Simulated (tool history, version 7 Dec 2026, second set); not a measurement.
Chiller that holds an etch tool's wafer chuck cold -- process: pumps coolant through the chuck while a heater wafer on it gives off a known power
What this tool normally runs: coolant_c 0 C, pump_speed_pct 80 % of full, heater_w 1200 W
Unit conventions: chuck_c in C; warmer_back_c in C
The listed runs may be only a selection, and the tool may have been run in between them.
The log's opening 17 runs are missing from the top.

run 18 hour=1036.5 | coolant_c=8 pump_speed_pct=72 heater_w=1185 | chuck_c=16.5 warmer_back_c=3.12
run 19 hour=1087.5 | coolant_c=8 pump_speed_pct=72 heater_w=1185 | chuck_c=16.3 warmer_back_c=3.16
run 20 hour=1132.0 | coolant_c=0 pump_speed_pct=62 heater_w=1200 | chuck_c=9.4 warmer_back_c=3.64
run 21 hour=1201.7 | coolant_c=3 pump_speed_pct=86 heater_w=1383 | chuck_c=12.0 warmer_back_c=3.08
run 22 hour=1246.2 | coolant_c=3 pump_speed_pct=86 heater_w=1383 | chuck_c=12.0 warmer_back_c=3.08
run 23 hour=1293.1 | coolant_c=3 pump_speed_pct=86 heater_w=1383 | chuck_c=12.0 warmer_back_c=3.11
run 24 hour=1380.7 | coolant_c=-8 pump_speed_pct=74 heater_w=1111 | chuck_c=0.1 warmer_back_c=2.90
run 25 hour=1439.4 | coolant_c=-8 pump_speed_pct=74 heater_w=1111 | chuck_c=0.0 warmer_back_c=2.91
run 26 hour=1493.8 | coolant_c=-8 pump_speed_pct=74 heater_w=1111 | chuck_c=0.0 warmer_back_c=2.89
run 27 hour=1558.1 | coolant_c=6 pump_speed_pct=80 heater_w=782 | chuck_c=11.4 warmer_back_c=1.92
run 28 hour=1619.2 | coolant_c=-9 pump_speed_pct=75 heater_w=1412 | chuck_c=1.2 warmer_back_c=3.61
run 29 hour=1703.7 | coolant_c=0 pump_speed_pct=80 heater_w=1277 | chuck_c=8.7 warmer_back_c=3.11
run 30 hour=1760.6 | coolant_c=-6 pump_speed_pct=80 heater_w=1200 | chuck_c=2.3 warmer_back_c=2.92
run 31 hour=1813.0 | coolant_c=-6 pump_speed_pct=79 heater_w=1012 | chuck_c=1.1 warmer_back_c=2.47
run 32 hour=1904.9 | coolant_c=0 pump_speed_pct=61 heater_w=603 | chuck_c=4.9 warmer_back_c=1.90

Alternative continuations, all from the tool just after run 32; predict every row:
run A hour=1944.5 | coolant_c=-2 pump_speed_pct=65 heater_w=987 | chuck_c=? warmer_back_c=?
run B hour=1944.5 | coolant_c=1 pump_speed_pct=62 heater_w=781 | chuck_c=? warmer_back_c=?
run C hour=1944.5 | coolant_c=1 pump_speed_pct=68 heater_w=947 | chuck_c=? warmer_back_c=?

run=A chuck_c=5.8 warmer_back_c=2.98
run=B chuck_c=7.4 warmer_back_c=2.47
run=C chuck_c=8.4 warmer_back_c=2.70
Without the tool's hidden state the same runs would have given:
run=A chuck_c=4.8 warmer_back_c=2.63
run=B chuck_c=6.5 warmer_back_c=2.18
run=C chuck_c=7.4 warmer_back_c=2.38
